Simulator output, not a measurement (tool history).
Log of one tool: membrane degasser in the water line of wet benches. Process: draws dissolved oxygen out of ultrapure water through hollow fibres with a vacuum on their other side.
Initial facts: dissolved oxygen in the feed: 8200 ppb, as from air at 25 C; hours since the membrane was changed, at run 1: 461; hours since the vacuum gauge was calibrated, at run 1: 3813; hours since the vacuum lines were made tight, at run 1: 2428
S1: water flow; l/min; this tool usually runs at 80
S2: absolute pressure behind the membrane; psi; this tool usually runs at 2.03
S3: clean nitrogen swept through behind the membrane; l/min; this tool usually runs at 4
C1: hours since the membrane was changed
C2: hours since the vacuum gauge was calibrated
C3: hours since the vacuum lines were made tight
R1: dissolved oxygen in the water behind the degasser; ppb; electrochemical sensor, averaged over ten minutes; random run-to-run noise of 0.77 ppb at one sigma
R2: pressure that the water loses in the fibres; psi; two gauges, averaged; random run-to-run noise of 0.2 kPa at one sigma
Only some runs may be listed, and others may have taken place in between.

Run 1, hour 0: usual settings; C1 461; C2 3813; C3 2428. Result: R1 460.2 ppb, R2 6.434 psi.
Run 2, hour 40.5: usual settings; C1 501; C2 3853; C3 2469. Result: R1 461.6 ppb, R2 6.492 psi.
Run 3, hour 74.4: usual settings; C1 535; C2 3887; C3 2503. Result: R1 459.9 ppb, R2 6.467 psi.
Run 4, hour 103.5: usual settings; C1 564; C2 3916; C3 2532. Result: R1 460.4 ppb, R2 6.469 psi.
Run 5, hour 136.4: usual settings but S2 2.35 psi; C1 597; C2 3949; C3 2565. Result: R1 548.4 ppb, R2 6.402 psi.
At hour 154.1: vacuum gauge calibrated.
Run 6, hour 173.5: usual settings; C1 634; C2 19; C3 2601. Result: R1 461.2 ppb, R2 6.479 psi.
Run 7, hour 211.6: usual settings but S3 5.31 l/min; C1 672; C2 57; C3 2639. Result: R1 361.6 ppb, R2 6.422 psi.
Run 8, hour 243.7: usual settings but S3 2.04 l/min; C1 704; C2 90; C3 2672. Result: R1 790.7 ppb, R2 6.46 psi.
Run 9, hour 267.7: usual settings but S3 2.04 l/min; C1 728; C2 114; C3 2696. Result: R1 789.3 ppb, R2 6.496 psi.
Run 10, hour 291.3: usual settings but S1 51 l/min; C1 752; C2 137; C3 2719. Result: R1 310.3 ppb, R2 4.1 psi.
Run 11, hour 315.2: usual settings but S1 51 l/min; C1 776; C2 161; C3 2743. Result: R1 308.8 ppb, R2 4.106 psi.
Run 12, hour 351.2: usual settings but S2 1.64 psi; C1 812; C2 197; C3 2779. Result: R1 350.2 ppb, R2 6.522 psi.
Run 13, hour 381.6: usual settings but S2 1.64 psi; C1 842; C2 227; C3 2809. Result: R1 351.5 ppb, R2 6.448 psi.
Run 14, hour 419.8: usual settings but S2 1.64 psi; C1 880; C2 266; C3 2848. Result: R1 350.3 ppb, R2 6.476 psi.
Run 15, hour 448.5: usual settings; C1 909; C2 294; C3 2876. Result: R1 461.3 ppb, R2 6.443 psi.
Run 16, hour 474.2: usual settings but S3 4.36 l/min; C1 935; C2 320; C3 2902. Result: R1 428.6 ppb, R2 6.44 psi.
Run 17, hour 516.3: usual settings but S3 4.36 l/min; C1 977; C2 362; C3 2944. Result: R1 426.6 ppb, R2 6.398 psi.
Run 18, hour 538.2: usual settings but S1 98 l/min, S3 2.15 l/min; C1 999; C2 384; C3 2966. Result: R1 885.1 ppb, R2 7.913 psi.
Run 19, hour 570: usual settings but S1 64 l/min, S3 2.15 l/min; C1 1030; C2 416; C3 2998. Result: R1 635.2 ppb, R2 5.213 psi.
Run 20, hour 605.9: usual settings but S1 64 l/min, S3 2.32 l/min; C1 1066; C2 452; C3 3034. Result: R1 598.9 ppb, R2 5.184 psi.
Run 21, hour 642.3: usual settings but S1 64 l/min, S3 4.21 l/min; C1 1103; C2 488; C3 3070. Result: R1 360.9 ppb, R2 5.173 psi.
Run 22, hour 668.5: usual settings but S1 64 l/min, S3 4.21 l/min; C1 1129; C2 514; C3 3096. Result: R1 360.5 ppb, R2 5.133 psi.
Run 23, hour 711.6: usual settings but S1 115 l/min, S2 2.93 psi, S3 5.52 l/min; C1 1172; C2 557; C3 3139. Result: R1 738.2 ppb, R2 9.327 psi.
Run 24, hour 742.9: usual settings but S1 118 l/min, S2 2.93 psi, S3 4.79 l/min; C1 1203; C2 589; C3 3171. Result: R1 844.5 ppb, R2 9.555 psi.
Run 25, hour 778: usual settings but S1 96 l/min, S2 4.39 psi, S3 4.74 l/min; C1 1238; C2 624; C3 3206. Result: R1 1083.1 ppb, R2 7.748 psi.
Run 26, hour 814.8: usual settings but S1 96 l/min, S2 4.39 psi, S3 4.74 l/min; C1 1275; C2 661; C3 3243. Result: R1 1084.5 ppb, R2 7.786 psi.
Run 27, hour 855.7: usual settings but S1 67 l/min, S2 2.32 psi, S3 4.04 l/min; C1 1316; C2 702; C3 3284. Result: R1 458.7 ppb, R2 5.349 psi.
Run 28, hour 884.6: usual settings but S1 67 l/min, S2 2.32 psi, S3 4.04 l/min; C1 1345; C2 731; C3 3312. Result: R1 459 ppb, R2 5.381 psi.
Run 29, hour 924.5: usual settings but S1 109 l/min, S2 1.39 psi, S3 1.8 l/min; C1 1385; C2 770; C3 3352. Result: R1 673.8 ppb, R2 8.847 psi.
Run 30, hour 947.1: usual settings but S1 49 l/min, S2 1.39 psi, S3 5.73 l/min; C1 1407; C2 793; C3 3375. Result: R1 128.6 ppb, R2 3.931 psi.
Run 31, hour 990.4: usual settings but S2 5.02 psi, S3 1.93 l/min; C1 1451; C2 836; C3 3418. Result: R1 2056.3 ppb, R2 6.482 psi.
Run 32, hour 1034.6: usual settings but S2 5.02 psi, S3 1.93 l/min; C1 1495; C2 880; C3 3462. Result: R1 2045.6 ppb, R2 6.435 psi.
Run 33, hour 1064.4: usual settings but S2 5.02 psi, S3 1.93 l/min; C1 1525; C2 910; C3 3492. Result: R1 2047.5 ppb, R2 6.448 psi.

Entry by entry between the runs, the difference in hidden state between the last listed run before and the first listed run after:
Between runs 5 and 6: vacuum gauge calibrated (hour 154.1)
  true pressure behind the membrane over the reading, kPa: 0.01 -> 0
